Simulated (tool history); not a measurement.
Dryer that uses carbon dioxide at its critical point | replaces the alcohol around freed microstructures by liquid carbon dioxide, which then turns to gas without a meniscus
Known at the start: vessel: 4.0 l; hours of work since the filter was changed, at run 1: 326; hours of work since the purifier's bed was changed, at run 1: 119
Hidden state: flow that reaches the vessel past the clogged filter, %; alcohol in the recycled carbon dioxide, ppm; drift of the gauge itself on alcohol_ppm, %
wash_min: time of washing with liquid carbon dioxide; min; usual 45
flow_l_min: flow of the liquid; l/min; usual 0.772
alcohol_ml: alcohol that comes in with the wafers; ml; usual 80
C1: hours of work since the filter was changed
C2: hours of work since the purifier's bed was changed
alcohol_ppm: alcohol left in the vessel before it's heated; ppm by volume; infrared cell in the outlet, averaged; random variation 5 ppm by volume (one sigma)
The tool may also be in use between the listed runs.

{"run": 1, "hour": 0.0, "wash_min": 45, "flow_l_min": 0.772, "alcohol_ml": 80, "C1": 326, "C2": 119, "alcohol_ppm": 94}
{"run": 2, "hour": 17.8, "wash_min": 45, "flow_l_min": 0.857, "alcohol_ml": 80, "C1": 331, "C2": 124, "alcohol_ppm": 67}
{"run": 3, "hour": 60.0, "wash_min": 45, "flow_l_min": 0.857, "alcohol_ml": 80, "C1": 344, "C2": 138, "alcohol_ppm": 66}
{"run": 4, "hour": 79.8, "wash_min": 45, "flow_l_min": 0.772, "alcohol_ml": 80, "C1": 351, "C2": 144, "alcohol_ppm": 97}
{"run": 5, "hour": 115.1, "wash_min": 45, "flow_l_min": 0.489, "alcohol_ml": 80, "C1": 362, "C2": 155, "alcohol_ppm": 580}
{"run": 6, "hour": 154.9, "wash_min": 45, "flow_l_min": 0.772, "alcohol_ml": 80, "C1": 374, "C2": 167, "alcohol_ppm": 120}
{"run": 7, "hour": 196.5, "wash_min": 45, "flow_l_min": 0.772, "alcohol_ml": 80, "C1": 387, "C2": 180, "alcohol_ppm": 125}
{"run": 8, "hour": 237.0, "wash_min": 45, "flow_l_min": 0.772, "alcohol_ml": 80, "C1": 400, "C2": 193, "alcohol_ppm": 124}
{"run": 9, "hour": 278.0, "wash_min": 45, "flow_l_min": 0.799, "alcohol_ml": 80, "C1": 413, "C2": 206, "alcohol_ppm": 115}
{"run": 10, "hour": 302.2, "wash_min": 45, "flow_l_min": 0.772, "alcohol_ml": 80, "C1": 421, "C2": 214, "alcohol_ppm": 138}
{"hour": 312.9, "done": "inlet filter changed"}
{"run": 11, "hour": 345.6, "wash_min": 45, "flow_l_min": 0.772, "alcohol_ml": 80, "C1": 10, "C2": 227, "alcohol_ppm": 88}
{"run": 12, "hour": 363.8, "wash_min": 45, "flow_l_min": 0.772, "alcohol_ml": 80, "C1": 16, "C2": 233, "alcohol_ppm": 103}
{"run": 13, "hour": 404.5, "wash_min": 45, "flow_l_min": 0.772, "alcohol_ml": 80, "C1": 29, "C2": 246, "alcohol_ppm": 97}
{"run": 14, "hour": 442.6, "wash_min": 45, "flow_l_min": 0.772, "alcohol_ml": 80, "C1": 41, "C2": 258, "alcohol_ppm": 100}
{"run": 15, "hour": 462.9, "wash_min": 45, "flow_l_min": 0.772, "alcohol_ml": 80, "C1": 47, "C2": 264, "alcohol_ppm": 107}
{"run": 16, "hour": 489.0, "wash_min": 45, "flow_l_min": 0.772, "alcohol_ml": 80, "C1": 55, "C2": 272, "alcohol_ppm": 103}
{"run": 17, "hour": 522.1, "wash_min": 45, "flow_l_min": 1.216, "alcohol_ml": 80, "C1": 66, "C2": 283, "alcohol_ppm": 77}
{"run": 18, "hour": 560.7, "wash_min": 45, "flow_l_min": 0.772, "alcohol_ml": 80, "C1": 78, "C2": 295, "alcohol_ppm": 106}
{"run": 19, "hour": 588.6, "wash_min": 45, "flow_l_min": 0.772, "alcohol_ml": 80, "C1": 87, "C2": 303, "alcohol_ppm": 114}
{"run": 20, "hour": 616.5, "wash_min": 45, "flow_l_min": 0.772, "alcohol_ml": 80, "C1": 95, "C2": 312, "alcohol_ppm": 115}
{"run": 21, "hour": 659.6, "wash_min": 45, "flow_l_min": 0.772, "alcohol_ml": 80, "C1": 109, "C2": 326, "alcohol_ppm": 121}
{"run": 22, "hour": 691.1, "wash_min": 45, "flow_l_min": 0.772, "alcohol_ml": 80, "C1": 119, "C2": 336, "alcohol_ppm": 125}
{"run": 23, "hour": 734.7, "wash_min": 45, "flow_l_min": 0.772, "alcohol_ml": 80, "C1": 133, "C2": 349, "alcohol_ppm": 130}
{"run": 24, "hour": 765.1, "wash_min": 45, "flow_l_min": 0.772, "alcohol_ml": 80, "C1": 142, "C2": 359, "alcohol_ppm": 136}
{"run": 25, "hour": 806.4, "wash_min": 45, "flow_l_min": 0.772, "alcohol_ml": 45, "C1": 155, "C2": 372, "alcohol_ppm": 127}
{"run": 26, "hour": 840.5, "wash_min": 45, "flow_l_min": 0.471, "alcohol_ml": 80, "C1": 166, "C2": 383, "alcohol_ppm": 543}
{"run": 27, "hour": 870.6, "wash_min": 47, "flow_l_min": 0.839, "alcohol_ml": 75, "C1": 175, "C2": 392, "alcohol_ppm": 126}
{"run": 28, "hour": 889.7, "wash_min": 47, "flow_l_min": 0.839, "alcohol_ml": 75, "C1": 181, "C2": 398, "alcohol_ppm": 125}
{"run": 29, "hour": 911.0, "wash_min": 47, "flow_l_min": 0.839, "alcohol_ml": 75, "C1": 188, "C2": 405, "alcohol_ppm": 120}

The next listed run, before its measurement:
{"run": 30, "hour": 953.6, "wash_min": 63, "flow_l_min": 0.604, "alcohol_ml": 80, "C1": 201, "C2": 418, "alcohol_ppm": "?"}

{"run 30": {"alcohol_ppm": 132}}
Without the tool's hidden state the same run would have given alcohol_ppm 11 ppm by volume.

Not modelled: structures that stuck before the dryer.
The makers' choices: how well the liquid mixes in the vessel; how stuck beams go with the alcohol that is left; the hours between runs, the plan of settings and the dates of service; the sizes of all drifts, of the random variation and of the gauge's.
